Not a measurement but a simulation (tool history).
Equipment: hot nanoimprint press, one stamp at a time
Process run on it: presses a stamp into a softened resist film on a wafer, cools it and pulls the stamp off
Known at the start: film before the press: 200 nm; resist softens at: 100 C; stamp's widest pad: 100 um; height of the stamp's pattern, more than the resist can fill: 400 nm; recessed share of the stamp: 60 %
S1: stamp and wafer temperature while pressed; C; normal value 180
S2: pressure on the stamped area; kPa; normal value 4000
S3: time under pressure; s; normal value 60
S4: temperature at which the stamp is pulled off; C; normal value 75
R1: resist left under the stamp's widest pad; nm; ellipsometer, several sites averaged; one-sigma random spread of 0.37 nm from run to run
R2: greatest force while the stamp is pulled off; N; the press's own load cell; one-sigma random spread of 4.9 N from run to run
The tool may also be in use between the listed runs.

{"run": 1, "day": 0.0, "S1": 180, "S2": 4000, "S3": 60, "S4": 75, "R1": 84.2, "R2": 243}
{"run": 2, "day": 0.225, "S1": 180, "S2": 4000, "S3": 60, "S4": 75, "R1": 83.9, "R2": 240}
{"run": 3, "day": 0.638, "S1": 180, "S2": 4000, "S3": 60, "S4": 75, "R1": 83.8, "R2": 243}
{"run": 4, "day": 1.142, "S1": 180, "S2": 4000, "S3": 74, "S4": 75, "R1": 77.2, "R2": 244}
{"run": 5, "day": 1.625, "S1": 180, "S2": 4000, "S3": 74, "S4": 75, "R1": 77.5, "R2": 238}
{"run": 6, "day": 1.983, "S1": 180, "S2": 4000, "S3": 74, "S4": 75, "R1": 76.8, "R2": 251}
{"day": 2.154, "done": "plate thermocouple calibrated"}
{"run": 7, "day": 2.529, "S1": 180, "S2": 4000, "S3": 74, "S4": 75, "R1": 80.4, "R2": 251}
{"run": 8, "day": 2.912, "S1": 180, "S2": 4000, "S3": 74, "S4": 75, "R1": 80.9, "R2": 252}
{"run": 9, "day": 3.175, "S1": 180, "S2": 4000, "S3": 74, "S4": 75, "R1": 80.4, "R2": 244}
{"run": 10, "day": 3.546, "S1": 180, "S2": 4000, "S3": 37, "S4": 71, "R1": 105.4, "R2": 276}
{"run": 11, "day": 3.938, "S1": 180, "S2": 2570, "S3": 95, "S4": 75, "R1": 87.8, "R2": 256}
{"run": 12, "day": 4.238, "S1": 180, "S2": 2570, "S3": 95, "S4": 75, "R1": 88.0, "R2": 249}
{"run": 13, "day": 4.588, "S1": 180, "S2": 6010, "S3": 108, "S4": 75, "R1": 56.9, "R2": 256}
{"run": 14, "day": 4.933, "S1": 186, "S2": 5150, "S3": 69, "S4": 66, "R1": 60.1, "R2": 308}
{"run": 15, "day": 5.304, "S1": 186, "S2": 5150, "S3": 69, "S4": 66, "R1": 60.4, "R2": 317}

Run 16 is up next; what results do you expect?
{"run": 16, "day": 5.571, "S1": 175, "S2": 5700, "S3": 53, "S4": 75, "R1": "?", "R2": "?"}

R1: 93.8 nm
R2: 258 N
The same run, on a tool lacking any hidden state, would have yielded R1 93.2 nm, R2 237 N.

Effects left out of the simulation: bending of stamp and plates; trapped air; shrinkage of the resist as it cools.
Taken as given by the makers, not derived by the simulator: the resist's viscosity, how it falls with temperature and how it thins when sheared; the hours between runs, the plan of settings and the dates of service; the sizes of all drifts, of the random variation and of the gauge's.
